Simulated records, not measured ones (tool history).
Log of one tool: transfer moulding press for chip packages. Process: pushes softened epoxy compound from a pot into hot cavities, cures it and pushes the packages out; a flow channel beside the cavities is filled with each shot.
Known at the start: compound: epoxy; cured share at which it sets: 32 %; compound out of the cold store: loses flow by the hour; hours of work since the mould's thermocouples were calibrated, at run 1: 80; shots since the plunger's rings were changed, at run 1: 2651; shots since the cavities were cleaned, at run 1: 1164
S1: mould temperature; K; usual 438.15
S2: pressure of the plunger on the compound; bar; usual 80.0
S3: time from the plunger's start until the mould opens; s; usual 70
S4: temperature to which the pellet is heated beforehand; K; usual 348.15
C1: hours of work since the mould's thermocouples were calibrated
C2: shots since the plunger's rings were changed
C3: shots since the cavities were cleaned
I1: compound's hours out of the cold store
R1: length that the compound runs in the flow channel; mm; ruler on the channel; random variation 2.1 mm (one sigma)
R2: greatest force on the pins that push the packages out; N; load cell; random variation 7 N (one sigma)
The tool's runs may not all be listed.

run 1 hour=0.0 | S1=438.15 S2=80.0 S3=70 S4=348.15 | C1=80 C2=2651 C3=1164 | I1=23.3 | R1=823 R2=312
-- hour=6.9 cavities cleaned with cleaning compound and waxed
-- hour=27.7 plunger's sealing rings changed
run 2 hour=42.8 | S1=438.15 S2=91.3 S3=70 S4=348.15 | C1=100 C2=200 C3=442 | I1=18.5 | R1=894 R2=301
-- hour=104.1 cavities cleaned with cleaning compound and waxed
run 3 hour=105.3 | S1=437.15 S2=91.3 S3=70 S4=348.15 | C1=131 C2=1006 C3=16 | I1=33.8 | R1=857 R2=314
run 4 hour=143.8 | S1=437.15 S2=91.3 S3=70 S4=348.15 | C1=151 C2=1514 C3=524 | I1=38.5 | R1=849 R2=298
-- hour=196.7 cavities cleaned with cleaning compound and waxed
run 5 hour=203.3 | S1=434.15 S2=80.0 S3=70 S4=348.15 | C1=181 C2=2280 C3=87 | I1=28.7 | R1=820 R2=391
-- hour=255.6 plunger's sealing rings changed
run 6 hour=255.6 | S1=434.15 S2=80.0 S3=62 S4=342.15 | C1=207 C2=0 C3=745 | I1=8.4 | R1=873 R2=589
-- hour=292.1 cavities cleaned with cleaning compound and waxed
run 7 hour=294.9 | S1=439.15 S2=80.0 S3=91 S4=342.15 | C1=226 C2=499 C3=37 | I1=21.2 | R1=829 R2=203
run 8 hour=343.0 | S1=433.15 S2=68.5 S3=91 S4=339.15 | C1=251 C2=1134 C3=672 | I1=41.9 | R1=734 R2=238
-- hour=384.6 cavities cleaned with cleaning compound and waxed
run 9 hour=401.7 | S1=433.15 S2=68.5 S3=91 S4=339.15 | C1=280 C2=1890 C3=226 | I1=34.3 | R1=746 R2=232
run 10 hour=451.2 | S1=433.15 S2=68.5 S3=91 S4=339.15 | C1=306 C2=2543 C3=879 | I1=9.5 | R1=808 R2=259

4 ways to go on from here, each from the tool as it stands after run 10. What would each give?
-- hour=477.1 cavities cleaned with cleaning compound and waxed
run A hour=479.9 | S1=438.15 S2=75.5 S3=70 S4=348.15 | C1=320 C2=2903 C3=38 | I1=17.2 | R1=? R2=?
-- hour=477.1 cavities cleaned with cleaning compound and waxed
run B hour=479.9 | S1=436.15 S2=80.0 S3=70 S4=349.15 | C1=320 C2=2903 C3=38 | I1=30.8 | R1=? R2=?
-- hour=477.1 cavities cleaned with cleaning compound and waxed
run C hour=479.9 | S1=444.15 S2=80.0 S3=51 S4=348.15 | C1=320 C2=2903 C3=38 | I1=13.4 | R1=? R2=?
-- hour=477.1 cavities cleaned with cleaning compound and waxed
run D hour=479.9 | S1=433.15 S2=91.7 S3=91 S4=349.15 | C1=320 C2=2903 C3=38 | I1=27.0 | R1=? R2=?

run=A R1=811 R2=308
run=B R1=809 R2=332
run=C R1=836 R2=476
run=D R1=889 R2=243
Without the tool's hidden state the same runs would have given:
run=A R1=811 R2=308
run=B R1=809 R2=331
run=C R1=836 R2=476
run=D R1=890 R2=243
